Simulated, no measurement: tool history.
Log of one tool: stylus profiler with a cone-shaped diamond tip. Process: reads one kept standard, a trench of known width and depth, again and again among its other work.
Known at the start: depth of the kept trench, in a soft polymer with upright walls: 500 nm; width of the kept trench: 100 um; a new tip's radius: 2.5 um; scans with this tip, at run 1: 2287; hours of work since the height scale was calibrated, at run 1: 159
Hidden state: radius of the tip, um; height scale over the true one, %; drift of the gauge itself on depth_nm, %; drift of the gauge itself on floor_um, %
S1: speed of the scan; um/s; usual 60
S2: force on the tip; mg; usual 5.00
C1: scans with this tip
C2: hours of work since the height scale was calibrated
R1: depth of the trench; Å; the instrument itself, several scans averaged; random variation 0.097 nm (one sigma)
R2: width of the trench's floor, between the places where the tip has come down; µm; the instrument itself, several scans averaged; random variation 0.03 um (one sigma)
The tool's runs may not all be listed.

run 1 day=0.000 | S1=60 S2=5.00 | C1=2287 C2=159 | R1=5112.0 R2=96.03
run 2 day=0.429 | S1=60 S2=5.00 | C1=2391 C2=167 | R1=5114.3 R2=96.01
run 3 day=0.704 | S1=60 S2=5.00 | C1=2458 C2=171 | R1=5112.0 R2=95.98
run 4 day=1.012 | S1=60 S2=5.00 | C1=2534 C2=177 | R1=5112.9 R2=95.91
run 5 day=1.300 | S1=60 S2=5.00 | C1=2604 C2=182 | R1=5112.2 R2=95.92
run 6 day=1.650 | S1=110 S2=5.00 | C1=2690 C2=188 | R1=5111.5 R2=95.69
run 7 day=2.221 | S1=110 S2=5.00 | C1=2830 C2=197 | R1=5109.4 R2=95.67
-- day=2.275 height scale calibrated on a step standard
run 8 day=2.717 | S1=110 S2=5.00 | C1=2946 C2=8 | R1=5112.6 R2=95.61
run 9 day=3.275 | S1=110 S2=5.00 | C1=3083 C2=17 | R1=5112.1 R2=95.63
run 10 day=3.621 | S1=60 S2=2.05 | C1=3167 C2=23 | R1=5060.1 R2=95.61
run 11 day=4.221 | S1=60 S2=2.05 | C1=3314 C2=33 | R1=5061.7 R2=95.59
run 12 day=4.708 | S1=32 S2=4.77 | C1=3433 C2=42 | R1=5108.0 R2=95.85
-- day=4.854 height scale calibrated on a step standard, once more
run 13 day=5.067 | S1=15 S2=4.77 | C1=3516 C2=4 | R1=5111.3 R2=95.87
run 14 day=5.446 | S1=15 S2=6.58 | C1=3608 C2=10 | R1=5135.9 R2=95.87
run 15 day=6.054 | S1=110 S2=10.80 | C1=3757 C2=20 | R1=5189.2 R2=95.55
run 16 day=6.354 | S1=183 S2=2.49 | C1=3830 C2=26 | R1=5074.2 R2=94.68
run 17 day=6.938 | S1=42 S2=2.49 | C1=3973 C2=36 | R1=5072.7 R2=95.53

Forecast each of these 5 alternatives for the next run:
run A day=7.400 | S1=16 S2=3.28 | C1=4087 C2=43 | R1=? R2=?
run B day=7.400 | S1=68 S2=4.15 | C1=4087 C2=43 | R1=? R2=?
run C day=7.400 | S1=141 S2=1.89 | C1=4087 C2=43 | R1=? R2=?
run D day=7.400 | S1=68 S2=13.50 | C1=4087 C2=43 | R1=? R2=?
run E day=7.400 | S1=55 S2=8.77 | C1=4087 C2=43 | R1=? R2=?

run=A R1=5085.4 R2=95.70
run=B R1=5102.3 R2=95.47
run=C R1=5060.2 R2=94.75
run=D R1=5220.8 R2=95.65
run=E R1=5165.1 R2=95.57
Without the tool's hidden state the same runs would have given:
run=A R1=5083.2 R2=96.91
run=B R1=5100.2 R2=96.68
run=C R1=5058.1 R2=95.96
run=D R1=5218.6 R2=96.86
run=E R1=5162.9 R2=96.78
